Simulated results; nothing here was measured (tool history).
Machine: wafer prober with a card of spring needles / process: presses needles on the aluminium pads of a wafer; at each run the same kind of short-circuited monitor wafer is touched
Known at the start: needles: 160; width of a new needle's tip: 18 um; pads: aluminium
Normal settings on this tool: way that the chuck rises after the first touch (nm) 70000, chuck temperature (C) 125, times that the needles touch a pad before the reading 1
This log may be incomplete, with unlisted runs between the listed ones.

run    hour  way that the chuck rises after the first touch (nm)  chuck temperature (C)  times that the needles touch a pad before the reading  resistance of one needle with its contact and lead (mohm)  way that a needle slides on the pad (nm)
  1     0.0                                                70000                    125                                                      1                                                        186                                     15530
  2    54.6                                                70000                    125                                                      1                                                        190                                     15510
  3    95.6                                                70000                    125                                                      1                                                        188                                     15540
  4   146.3                                                70000                    125                                                      1                                                        191                                     15530
  5   185.0                                                70000                    125                                                      1                                                        187                                     15530
  6   232.4                                                70000                    125                                                      1                                                        188                                     15530
  7   279.2                                                70000                    125                                                      1                                                        185                                     15500
  8   319.5                                                70000                    125                                                      1                                                        187                                     15510
  9   371.2                                                70000                    125                                                      1                                                        191                                     15530
 10   402.6                                                70000                    125                                                      2                                                        188                                     15540
 11   446.5                                                70000                    125                                                      2                                                        188                                     15520
 12   502.3                                                64000                    125                                                      1                                                        190                                     14200
 13   554.6                                                70000                    125                                                      1                                                        188                                     15520
 14   609.0                                                70000                    125                                                      2                                                        188                                     15570
 15   642.7                                                70000                    125                                                      1                                                        187                                     15530
 16   675.2                                                70000                    125                                                      1                                                        184                                     15500
 17   713.6                                                71000                    125                                                      1                                                        189                                     15730
 18   766.0                                                70000                     64                                                      1                                                        179                                     15520
 19   807.1                                                86000                     36                                                      3                                                        168                                     19080
 20   846.6                                                66000                     36                                                      3                                                        178                                     14630
 21   881.3                                                66000                     79                                                      3                                                        178                                     14590
 22   903.8                                                66000                     72                                                      1                                                        179                                     14630
 23   934.5                                                66000                     28                                                      2                                                        169                                     14660
 24   968.5                                                70000                     25                                                      1                                                        167                                     15530
 25  1012.9                                                84000                     46                                                      1                                                        172                                     18630
 26  1060.0                                                84000                     46                                                      1                                                        170                                     18640
 27  1102.5                                                84000                     46                                                      1                                                        173                                     18650
 28  1136.2                                                83000                     39                                                      1                                                        173                                     18400
 29  1176.5                                                70000                    115                                                      2                                                        189                                     15530
 30  1224.7                                                70000                     36                                                      1                                                        168                                     15530
 31  1248.2                                                70000                     36                                                      1                                                        168                                     15530

Put back what was entered between runs (42 entries, withheld): which listed runs does each sit between, and how does the hidden state differ from the listed run before to the listed run after?
Run 1 -> run 2: tips cleaned on abrasive film (hour 12.4); tips cleaned on abrasive film (hour 43.4)
  debris on the tips, nm: 5.1 -> 4
Run 2 -> run 3: tips cleaned on abrasive film (hour 73.4)
  debris on the tips, nm: 4 -> 5.3
Run 3 -> run 4: height of the first contact set anew (hour 99.0); tips cleaned on abrasive film (hour 104.3); tips cleaned on abrasive film (hour 138.8)
  debris on the tips, nm: 5.3 -> 3; way that the needles fall short of the set height, um: 0.02 -> 0
Run 4 -> run 5: tips cleaned on abrasive film (hour 173.1)
  debris on the tips, nm: 3 -> 4; way that the needles fall short of the set height, um: 0 -> 0.01
Run 5 -> run 6: tips cleaned on abrasive film (hour 206.6)
  debris on the tips, nm: 4 -> 5.5; tips' diameter, um: 18.02 -> 18.03
Run 6 -> run 7: tips cleaned on abrasive film (hour 239.1); tips cleaned on abrasive film (hour 270.1)
  debris on the tips, nm: 5.5 -> 3.3
Run 7 -> run 8: tips cleaned on abrasive film (hour 303.1)
  debris on the tips, nm: 3.3 -> 4.8
Run 8 -> run 9: tips cleaned on abrasive film (hour 335.6); tips cleaned on abrasive film (hour 367.6)
  debris on the tips, nm: 4.8 -> 1.8; way that the needles fall short of the set height, um: 0.01 -> 0.02
Run 9 -> run 10: tips cleaned on abrasive film (hour 398.8)
  debris on the tips, nm: 1.8 -> 2
Run 10 -> run 11: tips cleaned on abrasive film (hour 429.8)
  debris on the tips, nm: 2 -> 4.7
Run 11 -> run 12: tips cleaned on abrasive film (hour 462.3); tips cleaned on abrasive film (hour 493.1)
  debris on the tips, nm: 4.7 -> 3.1; way that the needles fall short of the set height, um: 0.02 -> 0.03
Run 12 -> run 13: height of the first contact set anew (hour 509.2); tips cleaned on abrasive film (hour 527.1)
  debris on the tips, nm: 3.1 -> 5.6; way that the needles fall short of the set height, um: 0.03 -> 0
Run 13 -> run 14: tips cleaned on abrasive film (hour 559.6); tips cleaned on abrasive film (hour 593.6)
  debris on the tips, nm: 5.6 -> 4.5; way that the needles fall short of the set height, um: 0 -> 0.01
Run 14 -> run 15: tips cleaned on abrasive film (hour 624.1)
  debris on the tips, nm: 4.5 -> 4.8
Run 15 -> run 16: tips cleaned on abrasive film (hour 654.9)
  debris on the tips, nm: 4.8 -> 4.9; tips' diameter, um: 18.03 -> 18.04
Run 16 -> run 17: tips cleaned on abrasive film (hour 686.0)
  debris on the tips, nm: 4.9 -> 5.6
Run 17 -> run 18: tips cleaned on abrasive film (hour 716.9); tips cleaned on abrasive film (hour 748.6)
  debris on the tips, nm: 5.6 -> 4.7
Run 18 -> run 19: tips cleaned on abrasive film (hour 778.8)
  debris on the tips, nm: 4.7 -> 5.6; way that the needles fall short of the set height, um: 0.01 -> 0.02
Run 19 -> run 20: tips cleaned on abrasive film (hour 810.3); tips cleaned on abrasive film (hour 841.1)
  debris on the tips, nm: 5.6 -> 2.1
Run 20 -> run 21: tips cleaned on abrasive film (hour 871.5)
  debris on the tips, nm: 2.1 -> 3.8
Run 21 -> run 22: tips cleaned on abrasive film (hour 902.5)
  debris on the tips, nm: 3.8 -> 1.2
Run 22 -> run 23: height of the first contact set anew (hour 919.3); tips cleaned on abrasive film (hour 932.8)
  debris on the tips, nm: 1.2 -> 1.3; way that the needles fall short of the set height, um: 0.02 -> 0
Run 23 -> run 24: tips cleaned on abrasive film (hour 966.9)
  debris on the tips, nm: 1.3 -> 1.4
Run 24 -> run 25: tips cleaned on abrasive film (hour 997.6)
  debris on the tips, nm: 1.4 -> 4.3; way that the needles fall short of the set height, um: 0 -> 0.01
Run 25 -> run 26: tips cleaned on abrasive film (hour 1028.5); tips cleaned on abrasive film (hour 1060.0)
  debris on the tips, nm: 4.3 -> 0.7
Run 26 -> run 27: tips cleaned on abrasive film (hour 1091.8)
  debris on the tips, nm: 0.7 -> 3.7
Run 27 -> run 28: tips cleaned on abrasive film (hour 1124.7)
  debris on the tips, nm: 3.7 -> 4.3
Run 28 -> run 29: tips cleaned on abrasive film (hour 1156.4)
  debris on the tips, nm: 4.3 -> 4.9; tips' diameter, um: 18.04 -> 18.05
Run 29 -> run 30: tips cleaned on abrasive film (hour 1186.6); tips cleaned on abrasive film (hour 1220.1)
  debris on the tips, nm: 4.9 -> 1.9; way that the needles fall short of the set height, um: 0.01 -> 0.02

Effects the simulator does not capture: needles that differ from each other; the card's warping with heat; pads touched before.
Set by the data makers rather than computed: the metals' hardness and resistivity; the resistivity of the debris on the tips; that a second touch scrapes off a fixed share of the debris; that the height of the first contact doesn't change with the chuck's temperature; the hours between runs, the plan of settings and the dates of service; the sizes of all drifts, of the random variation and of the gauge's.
